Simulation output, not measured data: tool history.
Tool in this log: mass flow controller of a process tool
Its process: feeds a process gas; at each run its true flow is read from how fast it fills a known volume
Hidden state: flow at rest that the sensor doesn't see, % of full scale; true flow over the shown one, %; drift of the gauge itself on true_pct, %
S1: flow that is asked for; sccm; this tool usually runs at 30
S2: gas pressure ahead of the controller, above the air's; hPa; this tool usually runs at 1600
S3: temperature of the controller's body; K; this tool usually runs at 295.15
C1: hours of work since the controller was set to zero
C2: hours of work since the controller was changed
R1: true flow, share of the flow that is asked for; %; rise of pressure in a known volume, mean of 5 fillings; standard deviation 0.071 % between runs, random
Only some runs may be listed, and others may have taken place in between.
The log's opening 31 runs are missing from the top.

run    hour  S1    S2      S3    C1    C2      R1
 32    4585  11  1510  297.15  2731  2731  103.62
 33  4788.6  44  1510  297.15  2850  2850   99.84
 34  4891.3  89  1750  310.15  2910  2910  100.08
 35  5093.8  21  1920  295.15  3029  3029  100.84
 36  5187.2  32  1920  307.15  3084  3084  100.51
 37  5326.3  32  1920  307.15  3165  3165  100.49
 38  5516.7  32  1920  307.15  3277  3277  100.61
 39  5706.4  30  1640  295.15  3388  3388  100.31
 40  5871.1  10  2020  307.15  3485  3485  105.52
 41  6046.6  34  2020  308.15  3587  3587  100.58
 42  6191.7  34  1790  295.15  3673  3673   99.97
 43  6370.3  34  1790  295.15  3777  3777  100.01
 44  6466.7  30  1600  300.15  3834  3834  100.67
 45  6636.4  30  1600  300.15  3933  3933  100.86
 46  6805.2  14  1680  312.15  4032  4032  104.46
 47  6969.4  68  1680  312.15  4128  4128   99.96

Alternative continuations, all from the tool just after run 47; predict every row:
  A  7134.9  14  2630  312.15  4226  4226   ?
  B  7134.9  10  1870  298.15  4226  4226   ?
  C  7134.9  30  2440  295.15  4226  4226   ?
  D  7134.9  55  1680  312.15  4226  4226   ?

run      R1
  A  104.06
  B  106.56
  C   99.92
  D  100.37
Without the tool's hidden state the same runs would have given:
run      R1
  A   99.44
  B   99.25
  C   98.87
  D  100.75
